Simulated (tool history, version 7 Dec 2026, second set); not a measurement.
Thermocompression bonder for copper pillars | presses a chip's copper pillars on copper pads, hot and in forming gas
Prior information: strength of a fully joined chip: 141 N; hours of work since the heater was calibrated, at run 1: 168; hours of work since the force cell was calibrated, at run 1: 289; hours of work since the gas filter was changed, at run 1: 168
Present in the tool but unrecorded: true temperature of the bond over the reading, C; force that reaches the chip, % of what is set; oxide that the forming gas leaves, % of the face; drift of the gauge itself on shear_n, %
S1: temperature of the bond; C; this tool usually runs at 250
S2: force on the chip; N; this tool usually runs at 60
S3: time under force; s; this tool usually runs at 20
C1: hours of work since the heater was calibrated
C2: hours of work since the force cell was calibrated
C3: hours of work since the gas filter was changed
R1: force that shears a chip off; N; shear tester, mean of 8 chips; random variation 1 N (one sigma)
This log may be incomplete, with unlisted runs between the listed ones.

run     day   S1  S2  S3   C1   C2   C3     R1
  1       0  250  60  20  168  289  168     89
  2   0.625  250  60  20  176  297  176   88.3
      1.229  -- forming gas filter changed
  3   1.333  250  60  20  185  306    1   89.3
  4   1.933  250  60  20  193  313    9   89.9
  5   2.379  250  60  20  199  319   15   89.4
  6   3.042  250  60  20  207  328   23   89.2
  7    3.35  232  60  20  211  332   27   70.4
  8   3.808  232  60  20  217  338   33   68.1
  9     4.3  232  60  20  223  344   40   70.2
 10   4.833  232  60  20  230  351   46   68.8
 11   5.471  250  60  20  238  359   55   90.1
 12   5.971  250  60  20  245  365   61   89.6
 13   6.433  250  60  20  251  371   67   90.2
 14   6.983  250  60  20  258  378   74   88.4
 15   7.396  250  60  20  263  384   79   87.3
 16   8.058  250  60  20  272  392   88   88.1
 17   8.754  250  60  20  281  401   97   87.9
 18    9.45  250  60  20  290  410  106   89.1
 19   9.933  250  60  20  296  416  112   87.9
 20  10.533  250  60  20  304  424  120   88.1
 21  11.117  264  60  16  311  432  127   96.4
 22  11.538  264  60  16  317  437  133   96.1
 23  12.008  264  60  18  323  443  139   99.5
 24  12.542  248  59  47  329  450  146  103.3
 25  13.017  248  59  10  336  456  152     67
 26  13.471  248  59  10  341  462  157   68.4
 27  14.046  267  47  14  349  469  165   83.2
     14.171  -- heater calibrated with a thermocouple chip
 28   14.65  267  47  14    6  476  172   82.9
 29  15.188  240  82  14   13  483  178     80
 30  15.508  240  78  16   17  487  183   81.9
      15.65  -- forming gas filter changed
 31  16.129  240  78  16   25  495    6   84.5
     16.712  -- heater calibrated with a thermocouple chip, once more
 32  16.883  250  60  33    2  503   15  106.9
 33  17.512  250  60  33   10  511   23  107.1
 34  17.975  275  82  20   16  517   29  129.6
 35  18.554  275  82  20   24  525   36  125.6
 36  19.121  275  82  20   31  532   44  129.6
 37  19.762  275  82  20   39  540   52  126.8
 38  20.079  259  86  18   43  544   56  115.8
 39  20.696  239  60  14   51  552   64   72.3
 40  21.062  266  60  57   56  557   69  129.6

Entry by entry between the runs, the difference in hidden state between the last listed run before and the first listed run after:
After run 2, before run 3: forming gas filter changed (day 1.229)
  force that reaches the chip, % of what is set: 102.7 -> 102.8; oxide that the forming gas leaves, % of the face: 3.1 -> 0.53
  measured minus no-state result, R1: -3.3 -> -1 N
After run 27, before run 28: heater calibrated with a thermocouple chip (day 14.171)
  true temperature of the bond over the reading, C: -3.4 -> -5.3; oxide that the forming gas leaves, % of the face: 2.88 -> 2.97
  measured minus no-state result, R1: -3.5 -> -5.6 N
After run 30, before run 31: forming gas filter changed (day 15.65)
  true temperature of the bond over the reading, C: -5.4 -> -5.5; force that reaches the chip, % of what is set: 104.2 -> 104.3; oxide that the forming gas leaves, % of the face: 3.13 -> 0.59
  measured minus no-state result, R1: -6.2 -> -4.2 N
After run 31, before run 32: heater calibrated with a thermocouple chip, once more (day 16.712)
  true temperature of the bond over the reading, C: -5.5 -> -0.1; force that reaches the chip, % of what is set: 104.3 -> 104.4; oxide that the forming gas leaves, % of the face: 0.59 -> 0.72
  measured minus no-state result, R1: -4.2 -> +1.7 N
